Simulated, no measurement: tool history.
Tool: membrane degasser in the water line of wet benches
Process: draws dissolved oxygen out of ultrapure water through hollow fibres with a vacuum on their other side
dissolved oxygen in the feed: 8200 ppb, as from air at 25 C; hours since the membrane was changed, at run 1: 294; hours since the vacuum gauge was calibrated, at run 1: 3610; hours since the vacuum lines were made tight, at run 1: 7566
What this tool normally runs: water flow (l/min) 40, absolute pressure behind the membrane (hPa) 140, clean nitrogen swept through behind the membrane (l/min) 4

run,hour,water flow (l/min),absolute pressure behind the membrane (hPa),clean nitrogen swept through behind the membrane (l/min),hours since the membrane was changed,hours since the vacuum gauge was calibrated,hours since the vacuum lines were made tight,dissolved oxygen in the water behind the degasser (ppb),pressure that the water loses in the fibres (hPa)
1,0,40,140,4,294,3610,7566,265.5,512.1
2,291,40,140,4,585,3901,7857,267,514.1
3,486.1,40,140,4,780,4096,8052,270.5,517.5
4,696.7,40,140,4,991,4307,8263,270.2,511.1
5,923.2,40,140,4,1217,4533,8489,269.1,506.2
6,1245.3,40,140,4,1539,4855,8811,268.8,508
7,1466.1,40,140,9.52,1760,5076,9032,130.2,510.6
8,1691.8,40,140,9.52,1986,5302,9258,129.8,505.1
9,2019.1,61,140,4,2313,5629,9585,470,764.2
10,2249.8,61,140,4,2544,5860,9816,468.7,769.2
11,2402.6,61,140,4,2697,6012,9969,478.4,772
12,2728.9,40,140,4,3023,6339,10295,268.1,504.6
13,2868.3,40,140,4,3162,6478,10434,268.9,504.2
# hour 3192.7: gauge calibrated
14,3192.7,40,140,1.93,3487,6803,10759,491.5,516.7
15,3507.4,28,140,4,3801,7117,11074,181.7,359.1
16,3748.9,28,140,4,4043,7359,11315,181.5,358.8
17,3888,28,140,4,4182,7498,11454,181.7,357.5
18,4068.8,40,287,2.88,4363,7679,11635,759.4,513.4
19,4226.8,40,287,2.88,4521,7837,11793,769.2,510.2
20,4442.1,31,303,8.72,4736,8052,12008,234.1,394.7
21,4756.6,40,210,11.67,5051,8366,12323,166.6,507.3
22,5075.4,40,210,11.67,5369,8685,12642,168.3,508.2

Run 23 has not been measured yet. What should we expect?
# hour 5242.5: vacuum gauge calibrated
23,5298.8,25,324,7.25,5592,56,12865,?,?

{"run 23": {"dissolved oxygen in the water behind the degasser (ppb)": 243.2, "pressure that the water loses in the fibres (hPa)": 316.3}}
Take away the tool's hidden state, keep the run-to-run variation as it was, and the same run would have given dissolved oxygen in the water behind the degasser (ppb) 243.1, pressure that the water loses in the fibres (hPa) 322.4.

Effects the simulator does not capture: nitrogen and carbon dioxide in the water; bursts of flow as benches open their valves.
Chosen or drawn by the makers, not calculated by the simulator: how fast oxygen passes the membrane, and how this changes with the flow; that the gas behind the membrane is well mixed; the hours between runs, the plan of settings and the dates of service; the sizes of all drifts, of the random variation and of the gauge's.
